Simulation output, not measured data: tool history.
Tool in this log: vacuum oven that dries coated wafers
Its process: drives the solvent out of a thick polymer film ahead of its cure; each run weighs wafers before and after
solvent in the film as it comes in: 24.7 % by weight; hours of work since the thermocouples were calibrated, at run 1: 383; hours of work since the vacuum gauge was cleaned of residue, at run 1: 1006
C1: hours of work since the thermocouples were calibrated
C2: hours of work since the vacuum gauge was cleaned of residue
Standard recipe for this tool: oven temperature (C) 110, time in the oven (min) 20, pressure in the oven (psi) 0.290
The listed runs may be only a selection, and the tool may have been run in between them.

Run 1, hour 0.0: usual settings; C1 383; C2 1006. Result: solvent left in the film (%) 3.39.
Run 2, hour 55.9: usual settings; C1 422; C2 1045. Result: solvent left in the film (%) 3.38.
Run 3, hour 109.9: usual settings; C1 459; C2 1082. Result: solvent left in the film (%) 3.45.
Run 4, hour 151.1: usual settings but pressure in the oven (psi) 0.786; C1 488; C2 1111. Result: solvent left in the film (%) 4.91.
Run 5, hour 193.0: usual settings; C1 517; C2 1140. Result: solvent left in the film (%) 3.40.
Run 6, hour 245.4: usual settings but oven temperature (C) 120; C1 553; C2 1176. Result: solvent left in the film (%) 1.63.
Run 7, hour 289.9: usual settings but oven temperature (C) 120; C1 584; C2 1207. Result: solvent left in the film (%) 1.66.
Run 8, hour 324.4: usual settings; C1 608; C2 1231. Result: solvent left in the film (%) 3.50.
Run 9, hour 365.4: usual settings; C1 636; C2 1259. Result: solvent left in the film (%) 3.57.
Run 10, hour 417.2: usual settings; C1 672; C2 1295. Result: solvent left in the film (%) 3.55.
Run 11, hour 457.0: usual settings; C1 699; C2 1322. Result: solvent left in the film (%) 3.54.
Run 12, hour 505.8: usual settings; C1 733; C2 1356. Result: solvent left in the film (%) 3.62.
At hour 525.7: oven's thermocouples calibrated.
Run 13, hour 555.3: usual settings; C1 20; C2 1389. Result: solvent left in the film (%) 3.50.
Run 14, hour 582.9: usual settings; C1 40; C2 1408. Result: solvent left in the film (%) 3.43.
Run 15, hour 642.2: usual settings; C1 80; C2 1449. Result: solvent left in the film (%) 3.52.
Run 16, hour 698.0: usual settings; C1 119; C2 1487. Result: solvent left in the film (%) 3.58.
Run 17, hour 743.6: usual settings but pressure in the oven (psi) 0.789; C1 151; C2 1519. Result: solvent left in the film (%) 5.13.
Run 18, hour 798.4: usual settings but pressure in the oven (psi) 0.177; C1 188; C2 1557. Result: solvent left in the film (%) 3.28.
Run 19, hour 833.4: usual settings but oven temperature (C) 121, pressure in the oven (psi) 0.177; C1 213; C2 1581. Result: solvent left in the film (%) 1.36.
Run 20, hour 883.2: usual settings; C1 247; C2 1615. Result: solvent left in the film (%) 3.72.
Run 21, hour 936.7: usual settings but oven temperature (C) 97, time in the oven (min) 19, pressure in the oven (psi) 0.756; C1 284; C2 1652. Result: solvent left in the film (%) 10.11.
At hour 962.9: vacuum gauge cleaned of residue and calibrated.
Run 22, hour 964.4: usual settings but oven temperature (C) 97, time in the oven (min) 35, pressure in the oven (psi) 0.756; C1 302; C2 1. Result: solvent left in the film (%) 6.30.
Run 23, hour 998.8: usual settings but time in the oven (min) 25, pressure in the oven (psi) 0.383; C1 326; C2 25. Result: solvent left in the film (%) 2.74.
Run 24, hour 1024.0: usual settings but pressure in the oven (psi) 0.167; C1 343; C2 42. Result: solvent left in the film (%) 3.01.
Run 25, hour 1056.3: usual settings but oven temperature (C) 95, time in the oven (min) 12, pressure in the oven (psi) 0.344; C1 366; C2 65. Result: solvent left in the film (%) 11.63.
Run 26, hour 1082.3: usual settings but oven temperature (C) 95, time in the oven (min) 12, pressure in the oven (psi) 0.344; C1 384; C2 82. Result: solvent left in the film (%) 11.58.
Run 27, hour 1125.5: usual settings but oven temperature (C) 121, time in the oven (min) 12, pressure in the oven (psi) 0.344; C1 413; C2 112. Result: solvent left in the film (%) 3.44.

What will run 28 give?
Run 28, hour 1182.2: usual settings but oven temperature (C) 124, time in the oven (min) 15; C1 453; C2 152. Result: solvent left in the film (%) ?.

For run 28 the tool returned solvent left in the film (%) 1.81.
With no hidden state in the tool, this same run would have given solvent left in the film (%) 1.60.

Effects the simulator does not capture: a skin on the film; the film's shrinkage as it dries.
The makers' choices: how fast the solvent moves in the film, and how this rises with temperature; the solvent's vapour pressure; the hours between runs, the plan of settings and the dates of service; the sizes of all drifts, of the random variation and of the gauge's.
